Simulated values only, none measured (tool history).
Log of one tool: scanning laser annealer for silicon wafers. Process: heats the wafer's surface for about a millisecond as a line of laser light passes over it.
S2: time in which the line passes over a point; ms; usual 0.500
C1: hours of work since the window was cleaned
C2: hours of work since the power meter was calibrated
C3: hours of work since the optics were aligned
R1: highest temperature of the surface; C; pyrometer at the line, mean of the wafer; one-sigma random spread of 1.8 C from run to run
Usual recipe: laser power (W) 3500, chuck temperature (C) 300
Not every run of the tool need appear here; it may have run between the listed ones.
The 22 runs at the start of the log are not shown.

{"run": 23, "hour": 573.5, "laser power (W)": 3071, "S2": 0.5, "chuck temperature (C)": 296, "C1": 189, "C2": 747, "C3": 547, "R1": 925}
{"run": 24, "hour": 603.2, "laser power (W)": 2993, "S2": 0.533, "chuck temperature (C)": 309, "C1": 208, "C2": 766, "C3": 566, "R1": 946}
{"run": 25, "hour": 618.8, "laser power (W)": 3008, "S2": 0.445, "chuck temperature (C)": 283, "C1": 218, "C2": 776, "C3": 576, "R1": 860}
{"run": 26, "hour": 636.0, "laser power (W)": 3014, "S2": 0.537, "chuck temperature (C)": 269, "C1": 229, "C2": 787, "C3": 587, "R1": 909}
{"run": 27, "hour": 664.7, "laser power (W)": 3064, "S2": 0.537, "chuck temperature (C)": 282, "C1": 247, "C2": 806, "C3": 605, "R1": 940}
{"run": 28, "hour": 697.1, "laser power (W)": 3500, "S2": 0.535, "chuck temperature (C)": 274, "C1": 268, "C2": 827, "C3": 626, "R1": 1042}
{"run": 29, "hour": 717.3, "laser power (W)": 3500, "S2": 0.424, "chuck temperature (C)": 300, "C1": 281, "C2": 840, "C3": 639, "R1": 975}
{"run": 30, "hour": 750.3, "laser power (W)": 3311, "S2": 0.533, "chuck temperature (C)": 300, "C1": 302, "C2": 861, "C3": 661, "R1": 1017}
{"run": 31, "hour": 781.0, "laser power (W)": 3054, "S2": 0.454, "chuck temperature (C)": 300, "C1": 322, "C2": 881, "C3": 680, "R1": 898}
{"run": 32, "hour": 800.3, "laser power (W)": 3753, "S2": 0.522, "chuck temperature (C)": 281, "C1": 335, "C2": 893, "C3": 693, "R1": 1111}
{"hour": 826.8, "done": "optics aligned, line set to its width"}
{"run": 33, "hour": 827.9, "laser power (W)": 3678, "S2": 0.522, "chuck temperature (C)": 295, "C1": 349, "C2": 908, "C3": 1, "R1": 1103}
{"run": 34, "hour": 860.2, "laser power (W)": 3678, "S2": 0.391, "chuck temperature (C)": 305, "C1": 370, "C2": 928, "C3": 22, "R1": 987}
{"run": 35, "hour": 877.6, "laser power (W)": 3500, "S2": 0.489, "chuck temperature (C)": 316, "C1": 381, "C2": 940, "C3": 33, "R1": 1046}
{"run": 36, "hour": 904.8, "laser power (W)": 3500, "S2": 0.489, "chuck temperature (C)": 316, "C1": 399, "C2": 957, "C3": 50, "R1": 1050}
{"run": 37, "hour": 919.7, "laser power (W)": 3533, "S2": 0.563, "chuck temperature (C)": 330, "C1": 408, "C2": 967, "C3": 60, "R1": 1134}
{"run": 38, "hour": 954.7, "laser power (W)": 3533, "S2": 0.563, "chuck temperature (C)": 330, "C1": 431, "C2": 989, "C3": 82, "R1": 1132}
{"run": 39, "hour": 974.5, "laser power (W)": 3533, "S2": 0.563, "chuck temperature (C)": 330, "C1": 444, "C2": 1002, "C3": 95, "R1": 1133}
{"run": 40, "hour": 989.1, "laser power (W)": 3003, "S2": 0.534, "chuck temperature (C)": 313, "C1": 453, "C2": 1012, "C3": 105, "R1": 952}
{"run": 41, "hour": 1021.9, "laser power (W)": 3003, "S2": 0.534, "chuck temperature (C)": 313, "C1": 474, "C2": 1033, "C3": 126, "R1": 951}

Branching from run 41: 4 alternative next runs. What would each branch give?
{"run": "A", "hour": 1054.7, "laser power (W)": 3650, "S2": 0.44, "chuck temperature (C)": 270, "C1": 495, "C2": 1054, "C3": 147, "R1": "?"}
{"run": "B", "hour": 1054.7, "laser power (W)": 3500, "S2": 0.49, "chuck temperature (C)": 300, "C1": 495, "C2": 1054, "C3": 147, "R1": "?"}
{"run": "C", "hour": 1054.7, "laser power (W)": 3506, "S2": 0.534, "chuck temperature (C)": 301, "C1": 495, "C2": 1054, "C3": 147, "R1": "?"}
{"run": "D", "hour": 1054.7, "laser power (W)": 3627, "S2": 0.5, "chuck temperature (C)": 300, "C1": 495, "C2": 1054, "C3": 147, "R1": "?"}

run=A R1=994
run=B R1=1036
run=C R1=1077
run=D R1=1077
With the hidden condition removed and each run's random variation left untouched, the same runs would have given:
run=A R1=995
run=B R1=1036
run=C R1=1077
run=D R1=1077
